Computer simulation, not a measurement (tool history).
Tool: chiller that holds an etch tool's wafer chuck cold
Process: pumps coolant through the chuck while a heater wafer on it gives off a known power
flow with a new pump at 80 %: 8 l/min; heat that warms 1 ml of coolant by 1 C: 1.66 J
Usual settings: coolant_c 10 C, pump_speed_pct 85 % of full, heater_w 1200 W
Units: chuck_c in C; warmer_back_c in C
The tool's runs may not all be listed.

run,hour,coolant_c,pump_speed_pct,heater_w,chuck_c,warmer_back_c
1,0.0,10,85,1200,20.7,5.15
2,27.6,10,86,1200,20.8,5.04
3,70.2,10,85,1200,20.7,5.17
4,97.6,10,85,1200,20.8,5.16
5,145.2,10,85,925,18.3,3.93
6,205.3,10,92,1200,20.2,4.74
7,249.4,14,92,1200,24.2,4.78
8,299.1,14,92,1200,24.3,4.76
9,337.0,4,96,1198,14.1,4.59
10,389.4,10,85,1175,20.6,5.08

Forecast run 11:
# hour 396.6: chiller's thermometer calibrated
11,436.7,9,74,958,?,?

{"run 11": {"chuck_c": 18.7, "warmer_back_c": 4.77}}
Without the tool's hidden state the same run would have given chuck_c 17.5 C, warmer_back_c 4.68 C.

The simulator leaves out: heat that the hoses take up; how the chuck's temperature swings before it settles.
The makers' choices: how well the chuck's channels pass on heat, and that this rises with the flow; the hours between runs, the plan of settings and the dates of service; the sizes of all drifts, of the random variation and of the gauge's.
